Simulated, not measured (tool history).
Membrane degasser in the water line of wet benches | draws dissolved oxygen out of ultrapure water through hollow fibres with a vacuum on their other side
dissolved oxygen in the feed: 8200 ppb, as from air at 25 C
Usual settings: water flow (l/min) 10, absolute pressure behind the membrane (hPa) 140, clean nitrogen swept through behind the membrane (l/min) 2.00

run	hour	water flow (l/min)	absolute pressure behind the membrane (hPa)	clean nitrogen swept through behind the membrane (l/min)	dissolved oxygen in the water behind the degasser (ppb)	pressure that the water loses in the fibres (hPa)
1	0.0	10	140	2.00	132.8	552.8
2	173.6	10	140	2.00	134.3	554.0
3	279.0	10	140	2.00	133.0	547.9
4	448.3	10	140	2.00	133.3	552.4
5	570.8	10	140	2.00	132.7	551.1
6	689.8	10	140	2.00	134.0	547.0
7	831.9	13	112	3.53	87.2	719.6

Forecast run 8:
8	928.5	7	289	2.15	?	?

Run 8 gave dissolved oxygen in the water behind the degasser (ppb) 206.3, pressure that the water loses in the fibres (hPa) 383.6.
Without the tool's hidden state the same run would have given dissolved oxygen in the water behind the degasser (ppb) 206.0, pressure that the water loses in the fibres (hPa) 385.0.
